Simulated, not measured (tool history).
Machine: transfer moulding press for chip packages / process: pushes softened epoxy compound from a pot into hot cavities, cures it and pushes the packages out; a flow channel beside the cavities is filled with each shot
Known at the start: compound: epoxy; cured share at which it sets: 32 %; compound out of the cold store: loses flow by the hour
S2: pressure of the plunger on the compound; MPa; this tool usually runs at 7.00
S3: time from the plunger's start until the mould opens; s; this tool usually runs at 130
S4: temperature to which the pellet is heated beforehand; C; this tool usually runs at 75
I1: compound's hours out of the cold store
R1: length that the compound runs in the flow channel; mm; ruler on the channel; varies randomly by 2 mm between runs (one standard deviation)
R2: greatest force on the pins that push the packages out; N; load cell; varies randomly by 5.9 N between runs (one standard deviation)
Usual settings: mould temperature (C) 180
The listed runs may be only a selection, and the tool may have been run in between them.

run 1 hour=0.0 | mould_temperature_(C)=180 S2=7.00 S3=130 S4=75 | I1=25.9 | R1=803 R2=252
-- hour=23.8 plunger's sealing rings changed
run 2 hour=37.1 | mould_temperature_(C)=180 S2=7.00 S3=130 S4=75 | I1=39.7 | R1=810 R2=362
-- hour=61.5 cavities cleaned with cleaning compound and waxed
run 3 hour=62.3 | mould_temperature_(C)=180 S2=7.00 S3=130 S4=75 | I1=33.4 | R1=822 R2=230
run 4 hour=83.4 | mould_temperature_(C)=180 S2=7.00 S3=130 S4=75 | I1=8.4 | R1=879 R2=325
run 5 hour=99.2 | mould_temperature_(C)=180 S2=7.00 S3=130 S4=75 | I1=14.0 | R1=862 R2=373
run 6 hour=116.2 | mould_temperature_(C)=180 S2=7.00 S3=130 S4=75 | I1=37.3 | R1=808 R2=381
-- hour=125.5 cavities cleaned with cleaning compound and waxed
run 7 hour=139.8 | mould_temperature_(C)=180 S2=7.00 S3=130 S4=75 | I1=39.7 | R1=800 R2=274
run 8 hour=177.9 | mould_temperature_(C)=180 S2=7.00 S3=130 S4=75 | I1=30.5 | R1=820 R2=389
-- hour=190.1 cavities cleaned with cleaning compound and waxed
run 9 hour=211.8 | mould_temperature_(C)=180 S2=7.00 S3=130 S4=75 | I1=19.0 | R1=841 R2=304
run 10 hour=246.3 | mould_temperature_(C)=180 S2=7.00 S3=130 S4=75 | I1=9.8 | R1=857 R2=379
-- hour=253.0 cavities cleaned with cleaning compound and waxed
run 11 hour=266.9 | mould_temperature_(C)=180 S2=7.00 S3=130 S4=75 | I1=34.2 | R1=801 R2=273
run 12 hour=291.8 | mould_temperature_(C)=180 S2=7.00 S3=130 S4=66 | I1=13.2 | R1=846 R2=376
-- hour=316.4 cavities cleaned with cleaning compound and waxed
run 13 hour=316.4 | mould_temperature_(C)=180 S2=7.00 S3=130 S4=66 | I1=23.6 | R1=822 R2=220
run 14 hour=332.1 | mould_temperature_(C)=180 S2=7.00 S3=130 S4=66 | I1=28.8 | R1=807 R2=272
run 15 hour=359.7 | mould_temperature_(C)=176 S2=7.00 S3=130 S4=75 | I1=18.0 | R1=850 R2=475
-- hour=382.1 cavities cleaned with cleaning compound and waxed
run 16 hour=394.9 | mould_temperature_(C)=176 S2=7.00 S3=130 S4=75 | I1=46.3 | R1=782 R2=363
run 17 hour=419.1 | mould_temperature_(C)=176 S2=7.00 S3=130 S4=75 | I1=41.1 | R1=787 R2=439
-- hour=445.4 cavities cleaned with cleaning compound and waxed
run 18 hour=448.3 | mould_temperature_(C)=176 S2=5.53 S3=130 S4=75 | I1=37.0 | R1=708 R2=296
run 19 hour=469.8 | mould_temperature_(C)=176 S2=5.53 S3=130 S4=75 | I1=45.1 | R1=689 R2=388
-- hour=489.1 plunger's sealing rings changed
run 20 hour=489.9 | mould_temperature_(C)=176 S2=5.53 S3=130 S4=75 | I1=18.7 | R1=778 R2=461
run 21 hour=506.9 | mould_temperature_(C)=178 S2=6.09 S3=148 S4=75 | I1=43.5 | R1=754 R2=362
-- hour=511.2 cavities cleaned with cleaning compound and waxed
run 22 hour=542.5 | mould_temperature_(C)=179 S2=7.00 S3=143 S4=75 | I1=14.8 | R1=869 R2=294
run 23 hour=565.1 | mould_temperature_(C)=179 S2=7.00 S3=143 S4=75 | I1=39.4 | R1=811 R2=346
-- hour=575.1 cavities cleaned with cleaning compound and waxed
run 24 hour=591.2 | mould_temperature_(C)=179 S2=7.00 S3=143 S4=75 | I1=28.4 | R1=827 R2=279
run 25 hour=621.7 | mould_temperature_(C)=180 S2=7.00 S3=126 S4=75 | I1=47.0 | R1=784 R2=383
-- hour=628.3 mould's thermocouples calibrated
-- hour=641.5 cavities cleaned with cleaning compound and waxed
run 26 hour=641.5 | mould_temperature_(C)=186 S2=7.00 S3=125 S4=82 | I1=40.3 | R1=780 R2=190
run 27 hour=667.5 | mould_temperature_(C)=186 S2=7.00 S3=125 S4=82 | I1=38.6 | R1=779 R2=269
run 28 hour=700.0 | mould_temperature_(C)=186 S2=8.19 S3=125 S4=71 | I1=33.7 | R1=851 R2=325

Consider 4 possible next runs. They are alternatives, not a sequence: every one starts from the tool as it was left by run 28. What does each give?
-- hour=705.5 cavities cleaned with cleaning compound and waxed
run A hour=717.7 | mould_temperature_(C)=186 S2=8.19 S3=170 S4=71 | I1=21.2 | R1=? R2=?
-- hour=705.5 cavities cleaned with cleaning compound and waxed
run B hour=717.7 | mould_temperature_(C)=184 S2=7.00 S3=131 S4=83 | I1=25.4 | R1=? R2=?
-- hour=705.5 cavities cleaned with cleaning compound and waxed
run C hour=717.7 | mould_temperature_(C)=186 S2=8.72 S3=134 S4=71 | I1=13.6 | R1=? R2=?
-- hour=705.5 cavities cleaned with cleaning compound and waxed
run D hour=717.7 | mould_temperature_(C)=180 S2=6.57 S3=125 S4=71 | I1=14.9 | R1=? R2=?

run=A R1=883 R2=222
run=B R1=811 R2=231
run=C R1=926 R2=236
run=D R1=821 R2=298
Stripped of hidden state, with their random variation kept, the same runs would have yielded:
run=A R1=906 R2=179
run=B R1=833 R2=186
run=C R1=951 R2=192
run=D R1=843 R2=243
